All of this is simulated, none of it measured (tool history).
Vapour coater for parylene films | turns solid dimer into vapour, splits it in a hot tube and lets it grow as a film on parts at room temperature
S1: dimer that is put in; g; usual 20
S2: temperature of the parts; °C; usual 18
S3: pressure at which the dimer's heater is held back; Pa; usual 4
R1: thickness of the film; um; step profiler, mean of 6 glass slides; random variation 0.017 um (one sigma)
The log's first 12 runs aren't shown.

run 13 hour=131.3 | S1=20 S2=18 S3=3.48 | R1=4.8
run 14 hour=141.1 | S1=20 S2=28 S3=4 | R1=3.46
run 15 hour=152.7 | S1=20 S2=18 S3=4 | R1=4.7
run 16 hour=162.2 | S1=20 S2=18 S3=4 | R1=4.68
run 17 hour=169.9 | S1=20 S2=18 S3=4 | R1=4.7
run 18 hour=182.1 | S1=20 S2=18 S3=4 | R1=4.66
run 19 hour=190.5 | S1=20 S2=18 S3=4 | R1=4.66
run 20 hour=202 | S1=20 S2=18 S3=4 | R1=4.64
-- hour=209.5 trap's valve overhauled
run 21 hour=213.9 | S1=20 S2=18 S3=4 | R1=4.68
run 22 hour=222.9 | S1=12 S2=18 S3=2.98 | R1=2.95
run 23 hour=230.3 | S1=13 S2=14 S3=10.5 | R1=2.92
run 24 hour=237.2 | S1=13 S2=14 S3=10.5 | R1=2.92
run 25 hour=249.8 | S1=32 S2=11 S3=9.81 | R1=8
run 26 hour=263.5 | S1=14 S2=10 S3=3.24 | R1=4.16
run 27 hour=273.7 | S1=36 S2=25 S3=7.26 | R1=6.18
run 28 hour=288.2 | S1=36 S2=25 S3=7.26 | R1=6.19

The next listed run, before its measurement:
run 29 hour=302 | S1=10 S2=25 S3=2.61 | R1=?

Run 29 gave R1 2.02 um.
Without the tool's hidden state the same run would have given R1 2.02 um.

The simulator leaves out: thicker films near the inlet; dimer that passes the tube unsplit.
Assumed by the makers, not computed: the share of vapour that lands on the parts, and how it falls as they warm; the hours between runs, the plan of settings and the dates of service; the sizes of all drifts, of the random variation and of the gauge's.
